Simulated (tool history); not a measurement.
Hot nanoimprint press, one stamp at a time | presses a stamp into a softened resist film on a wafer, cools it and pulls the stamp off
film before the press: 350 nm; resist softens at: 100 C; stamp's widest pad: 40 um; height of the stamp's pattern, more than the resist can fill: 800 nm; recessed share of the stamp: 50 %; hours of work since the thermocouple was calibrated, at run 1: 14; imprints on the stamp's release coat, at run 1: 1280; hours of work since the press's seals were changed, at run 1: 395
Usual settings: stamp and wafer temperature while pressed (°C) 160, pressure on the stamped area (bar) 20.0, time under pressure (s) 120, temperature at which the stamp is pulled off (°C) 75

run,day,stamp and wafer temperature while pressed (°C),pressure on the stamped area (bar),time under pressure (s),temperature at which the stamp is pulled off (°C),hours of work since the thermocouple was calibrated,imprints on the stamp's release coat,hours of work since the press's seals were changed,resist left under the stamp's widest pad (angstrom),greatest force while the stamp is pulled off (N)
1,0.000,160,20.0,120,75,14,1280,395,1511,135
2,0.754,156,20.0,120,75,27,1375,407,1792,139
3,1.471,166,20.0,120,75,39,1466,420,1172,139
4,2.225,160,20.0,120,75,52,1562,432,1500,139
5,2.796,160,20.0,120,75,61,1634,442,1513,142
6,3.417,160,27.0,120,75,72,1713,452,1331,143
7,3.900,160,20.0,81,75,80,1774,461,1760,142
8,4.429,160,20.0,81,75,89,1841,469,1752,147
9,4.925,160,20.0,120,68,97,1904,478,1500,164
# day 5.596: stamp cleaned and given a new release coat
10,5.621,160,20.0,120,68,105,3,485,1503,141
11,6.283,165,20.0,120,75,116,88,497,1217,123
12,6.679,165,20.0,120,75,123,138,503,1212,124
13,7.258,165,20.0,120,75,132,212,513,1220,127
14,7.675,165,20.0,90,75,139,264,520,1366,128
15,8.262,160,20.0,120,75,149,339,530,1497,126
16,8.892,160,26.6,120,75,160,418,541,1328,132
17,9.621,160,26.6,120,75,172,511,553,1325,128
18,10.325,160,22.9,214,60,184,600,565,1093,166
19,11.033,160,20.0,104,75,196,690,577,1576,136
20,11.554,160,20.0,104,75,205,756,585,1566,136
21,12.204,160,12.8,104,75,216,838,596,1864,134
22,12.692,160,12.8,104,75,224,900,605,1847,133
23,13.342,160,12.8,104,75,235,983,616,1844,136
24,13.779,160,30.1,120,79,243,1038,623,1248,121
25,14.546,160,30.1,120,79,255,1136,636,1241,125
26,14.917,172,30.1,120,79,262,1182,642,744,125
27,15.562,172,30.1,120,79,273,1264,653,746,126
28,16.188,172,31.5,120,68,283,1344,664,727,157
29,16.754,172,31.5,120,68,293,1416,673,721,153
30,17.475,172,31.5,120,68,305,1507,685,722,159
31,17.871,172,31.5,120,68,312,1557,692,722,158

Measured less the same run without the tool's hidden state. The same run-to-run variation is in both; the gauge's scatter may not be:
The hidden state here: true temperature over the reading, C; pressure that arrives at the usual setting, %; grip of the stamp's worn release coat, % over a new coat's; drift of the gauge itself on residual_nm, %; drift of the gauge itself on pull_off_n, %.
run,resist left under the stamp's widest pad (angstrom),greatest force while the stamp is pulled off (N)
1,-2,+13
2,-5,+14
3,-4,+14
4,-8,+15
5,-9,+16
6,-8,+17
7,-14,+17
8,-15,+18
9,-15,+22
10,-16,-1
11,-15,+0
12,-16,+1
13,-17,+1
14,-19,+1
15,-23,+2
16,-21,+3
17,-21,+4
18,-22,+6
19,-32,+5
20,-33,+6
21,-42,+7
22,-44,+7
23,-46,+8
24,-29,+8
25,-31,+8
26,-15,+9
27,-16,+9
28,-16,+13
29,-17,+14
30,-17,+15
31,-18,+15

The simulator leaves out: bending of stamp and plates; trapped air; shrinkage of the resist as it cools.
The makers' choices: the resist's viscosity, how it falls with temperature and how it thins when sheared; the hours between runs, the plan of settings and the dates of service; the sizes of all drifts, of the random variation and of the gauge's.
